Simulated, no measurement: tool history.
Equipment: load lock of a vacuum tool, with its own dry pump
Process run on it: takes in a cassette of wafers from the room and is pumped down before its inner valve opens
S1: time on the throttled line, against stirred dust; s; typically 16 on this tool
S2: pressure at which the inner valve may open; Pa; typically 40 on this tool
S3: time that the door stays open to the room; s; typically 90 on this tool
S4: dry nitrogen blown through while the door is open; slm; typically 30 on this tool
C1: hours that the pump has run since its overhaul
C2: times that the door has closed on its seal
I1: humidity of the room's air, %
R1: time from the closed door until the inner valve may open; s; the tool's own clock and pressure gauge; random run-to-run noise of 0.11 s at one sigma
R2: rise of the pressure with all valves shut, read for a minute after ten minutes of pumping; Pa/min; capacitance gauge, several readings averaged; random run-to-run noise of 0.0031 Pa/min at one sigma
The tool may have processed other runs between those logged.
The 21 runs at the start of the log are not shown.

| run | day | S1 | S2 | S3 | S4 | C1 | C2 | I1 | R1 | R2 |
|---|---|---|---|---|---|---|---|---|---|---|
| 22 | 253.138 | 15 | 40 | 90 | 22 | 6933 | 63609 | 45.3 | 26.7 | 0.212 |
| 23 | 269.325 | 15 | 40 | 90 | 9 | 7322 | 64845 | 45.0 | 26.4 | 0.236 |
| 24 | 276.804 | 24 | 40 | 60 | 9 | 7501 | 65416 | 41.8 | 33.3 | 0.210 |
| 25 | 291.062 | 24 | 55 | 87 | 8 | 7843 | 66504 | 42.0 | 32.8 | 0.230 |
| 26 | 306.558 | 24 | 55 | 87 | 8 | 8215 | 67687 | 42.0 | 33.0 | 0.234 |
| 27 | 315.525 | 24 | 55 | 87 | 8 | 8430 | 68372 | 47.3 | 32.6 | 0.246 |
| 28 | 326.238 | 16 | 47 | 90 | 17 | 8688 | 69190 | 52.8 | 27.2 | 0.241 |
| 29 | 335.438 | 10 | 29 | 117 | 7 | 8908 | 69892 | 42.6 | 23.8 | 0.259 |
| 30 | 345.054 | 16 | 40 | 168 | 6 | 9139 | 70626 | 46.4 | 27.4 | 0.308 |
| 31 | 358.746 | 16 | 37 | 90 | 14 | 9468 | 71671 | 44.0 | 27.6 | 0.245 |
| 32 | 373.121 | 14 | 37 | 28 | 25 | 9813 | 72768 | 45.5 | 26.2 | 0.208 |
| 33 | 385.375 | 16 | 38 | 71 | 30 | 10107 | 73704 | 46.2 | 27.8 | 0.228 |
| 34 | 398.300 | 16 | 38 | 71 | 9 | 10417 | 74691 | 44.6 | 27.7 | 0.247 |
|  | 402.642 | door's seal changed, seat wiped |
| 35 | 414.754 | 13 | 38 | 38 | 9 | 10810 | 925 | 46.1 | 25.6 | 0.053 |
| 36 | 426.050 | 16 | 30 | 120 | 30 | 11082 | 1787 | 46.0 | 28.2 | 0.071 |

The next listed run, before its measurement:
| 37 | 434.321 | 30 | 30 | 47 | 30 | 11280 | 2419 | 44.3 | ? | ? |

Run 37 produced R1 38.7 s, R2 0.043 Pa/min.
Had the tool carried no hidden state, the very same run would have given R1 38.2 s, R2 0.042 Pa/min.
